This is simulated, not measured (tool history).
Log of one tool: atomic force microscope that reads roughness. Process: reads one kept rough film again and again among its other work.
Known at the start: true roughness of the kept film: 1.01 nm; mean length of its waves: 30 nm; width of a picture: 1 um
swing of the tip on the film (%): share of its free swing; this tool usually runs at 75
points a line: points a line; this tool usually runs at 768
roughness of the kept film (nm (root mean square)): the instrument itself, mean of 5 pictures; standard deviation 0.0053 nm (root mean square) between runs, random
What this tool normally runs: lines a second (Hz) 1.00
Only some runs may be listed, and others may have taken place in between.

run   hour  lines a second (Hz)  swing of the tip on the film (%)  points a line  roughness of the kept film (nm (root mean square))
  1    0.0                 1.00                                75            768                                               0.888
  2    9.2                 1.00                                75            603                                               0.870
  3   15.2                 1.00                                75            512                                               0.869
  4   22.4                 1.00                                75            512                                               0.864
  5   29.4                 1.00                                75            512                                               0.866
  6   38.3                 1.00                                75            512                                               0.848
  7   49.6                 1.00                                86            512                                               0.812
  8   59.9                 1.00                                75            967                                               0.846
  9   71.8                 1.00                                63            768                                               0.851
 10   82.8                 1.00                                63            768                                               0.833
 11   90.7                 1.00                                63            768                                               0.835
 12  100.6                 1.00                                75            833                                               0.814
 13  107.8                 1.00                                75            833                                               0.902
 14  117.8                 1.00                                75            833                                               0.889
 15  127.7                 1.00                                75            833                                               0.873
 16  134.3                 1.00                                75            768                                               0.881
 17  142.4                 1.00                                75            768                                               0.876
 18  149.0                 1.00                                75            768                                               0.860
 19  157.4                 0.70                                75            768                                               0.876
 20  167.4                 0.70                                75            768                                               0.858
 21  178.4                 1.00                                78            768                                               0.842
 22  190.6                 1.00                                78            768                                               0.819
 23  199.2                 1.00                                78            768                                               0.816
 24  212.6                 3.01                                76            314                                               0.723
 25  227.2                 0.53                                82            314                                               0.816
 26  240.5                 2.15                                67            768                                               0.871
 27  248.2                 2.15                                67            768                                               0.866
 28  254.8                 1.51                                65            768                                               0.886
 29  266.2                 1.51                                65            768                                               0.876
 30  274.5                 1.51                                65            768                                               0.874
 31  281.5                 1.51                                65            768                                               0.857
 32  294.1                 1.00                                57            501                                               0.881
 33  306.9                 3.89                                75            501                                               0.718
 34  317.0                 1.00                                66            894                                               0.853
 35  327.4                 1.66                                68            538                                               0.815
 36  339.7                 1.31                                70            768                                               0.819
 37  351.0                 1.16                                64            470                                               0.833
 38  359.2                 3.29                                59            768                                               0.890
 39  366.6                 1.33                                75            768                                               0.883
 40  375.1                 3.83                                75            768                                               0.768
 41  380.9                 3.83                                65            768                                               0.826
 42  390.2                 1.32                                77            258                                               0.842
 43  400.1                 1.32                                77            258                                               0.842
 44  411.1                 1.00                                75            630                                               0.867
 45  420.9                 1.00                                81            600                                               0.842
 46  428.6                 2.02                                67            569                                               0.835

The log once held 5 entries between its listed runs, left out of this copy. Where does each go, and what is different about the tool's unlogged condition between the listed run before it and the listed run after it?
From run 12 to run 13: new tip fitted (hour 101.7)
  radius of the tip, nm: 37.9 -> 11.5; height scale over the true one, %: -0.52 -> -0.53
  what was measured, less what the result would be without the hidden state, roughness of the kept film (nm (root mean square)): -0.101 -> -0.010
From run 24 to run 25: height scale calibrated on a step standard (hour 214.2)
  radius of the tip, nm: 34 -> 36.9; height scale over the true one, %: -0.61 -> -1.02
  what was measured, less what the result would be without the hidden state, roughness of the kept film (nm (root mean square)): -0.078 -> -0.102
From run 25 to run 26: new tip fitted (hour 228.8)
  radius of the tip, nm: 36.9 -> 12.7; height scale over the true one, %: -1.02 -> -1.03
  what was measured, less what the result would be without the hidden state, roughness of the kept film (nm (root mean square)): -0.102 -> -0.020
From run 31 to run 32: height scale calibrated on a step standard, once more (hour 284.4)
  radius of the tip, nm: 22.1 -> 24.6; height scale over the true one, %: -1.06 -> -0.17
  what was measured, less what the result would be without the hidden state, roughness of the kept film (nm (root mean square)): -0.054 -> -0.057
From run 37 to run 38: new tip fitted (hour 356.5)
  radius of the tip, nm: 36.9 -> 10.7
  what was measured, less what the result would be without the hidden state, roughness of the kept film (nm (root mean square)): -0.097 -> -0.005

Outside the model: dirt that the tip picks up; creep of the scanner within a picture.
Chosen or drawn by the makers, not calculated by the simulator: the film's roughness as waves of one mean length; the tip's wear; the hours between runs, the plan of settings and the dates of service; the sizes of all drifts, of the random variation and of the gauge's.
